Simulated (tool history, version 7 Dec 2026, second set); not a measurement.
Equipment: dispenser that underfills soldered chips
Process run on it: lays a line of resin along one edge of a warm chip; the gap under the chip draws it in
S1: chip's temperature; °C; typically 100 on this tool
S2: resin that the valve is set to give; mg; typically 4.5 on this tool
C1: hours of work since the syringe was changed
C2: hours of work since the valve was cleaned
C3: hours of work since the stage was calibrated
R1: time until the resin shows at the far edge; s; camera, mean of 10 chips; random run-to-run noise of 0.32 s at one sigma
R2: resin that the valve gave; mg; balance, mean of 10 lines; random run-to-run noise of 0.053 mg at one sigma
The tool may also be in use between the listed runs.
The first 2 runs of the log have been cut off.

| run | hour | S1 | S2 | C1 | C2 | C3 | R1 | R2 |
|---|---|---|---|---|---|---|---|---|
|  | 10.1 | new syringe of resin |
|  | 18.6 | new syringe of resin |
| 3 | 20.3 | 100 | 4.97 | 1 | 91 | 336 | 11.9 | 4.56 |
|  | 26.8 | new syringe of resin |
| 4 | 28.7 | 100 | 4.97 | 2 | 98 | 342 | 12.6 | 4.61 |
|  | 35.5 | new syringe of resin |
| 5 | 35.5 | 100 | 3.86 | 0 | 103 | 347 | 11.3 | 3.52 |
|  | 43.5 | new syringe of resin |
|  | 44.5 | dispensing valve cleaned and set on the balance |
| 6 | 44.5 | 93 | 4.5 | 0 | 0 | 353 | 13.1 | 4.53 |
| 7 | 51.5 | 93 | 4.5 | 6 | 6 | 359 | 19.3 | 4.5 |
|  | 52.9 | new syringe of resin |
|  | 61.6 | new syringe of resin |
| 8 | 64.5 | 93 | 4.5 | 2 | 15 | 369 | 15.7 | 4.49 |
|  | 70.8 | new syringe of resin |
| 9 | 72.1 | 100 | 4.5 | 1 | 21 | 375 | 11.9 | 4.45 |
|  | 79.3 | new syringe of resin |
| 10 | 79.3 | 100 | 4.5 | 0 | 27 | 380 | 11.1 | 4.4 |
|  | 88.5 | new syringe of resin |
| 11 | 88.8 | 97 | 4.5 | 0 | 34 | 387 | 12.1 | 4.32 |
|  | 97.3 | new syringe of resin |
| 12 | 99.3 | 97 | 4.5 | 2 | 42 | 395 | 13.6 | 4.33 |
|  | 106 | new syringe of resin |
| 13 | 109 | 97 | 4.5 | 2 | 50 | 403 | 14.8 | 4.2 |
|  | 114 | new syringe of resin |
| 14 | 116 | 113 | 4.5 | 2 | 55 | 408 | 8.4 | 4.26 |
|  | 121.7 | stage's temperature calibrated |
|  | 124.2 | new syringe of resin |
| 15 | 127.2 | 113 | 4.5 | 2 | 63 | 4 | 7.8 | 4.28 |
|  | 132.7 | new syringe of resin |
| 16 | 138.8 | 97 | 4.5 | 5 | 72 | 13 | 15.5 | 4.21 |
|  | 141.3 | new syringe of resin |
| 17 | 146.6 | 97 | 4.5 | 4 | 78 | 19 | 15.2 | 4.15 |
|  | 149.9 | new syringe of resin |
| 18 | 155.8 | 93 | 4.85 | 5 | 85 | 26 | 17.4 | 4.57 |
|  | 157.9 | new syringe of resin |
| 19 | 163.1 | 98 | 3.94 | 4 | 90 | 32 | 15.2 | 3.63 |
|  | 166.1 | new syringe of resin |
| 20 | 171.4 | 111 | 5.13 | 4 | 97 | 38 | 10.3 | 4.76 |
|  | 174.7 | new syringe of resin |
| 21 | 181.1 | 93 | 4.5 | 5 | 104 | 45 | 18.2 | 4.14 |

For run 22, what comes out?
|  | 183.1 | new syringe of resin |
|  | 188.7 | dispensing valve cleaned and set on the balance |
| 22 | 189.5 | 92 | 4.11 | 4 | 1 | 51 | ? | ? |

{"run 22": {"R1": 18.6, "R2": 4.05}}
With the hidden condition absent and the run-to-run variation left alone, this run would have shown R1 13.4 s, R2 4.05 mg.

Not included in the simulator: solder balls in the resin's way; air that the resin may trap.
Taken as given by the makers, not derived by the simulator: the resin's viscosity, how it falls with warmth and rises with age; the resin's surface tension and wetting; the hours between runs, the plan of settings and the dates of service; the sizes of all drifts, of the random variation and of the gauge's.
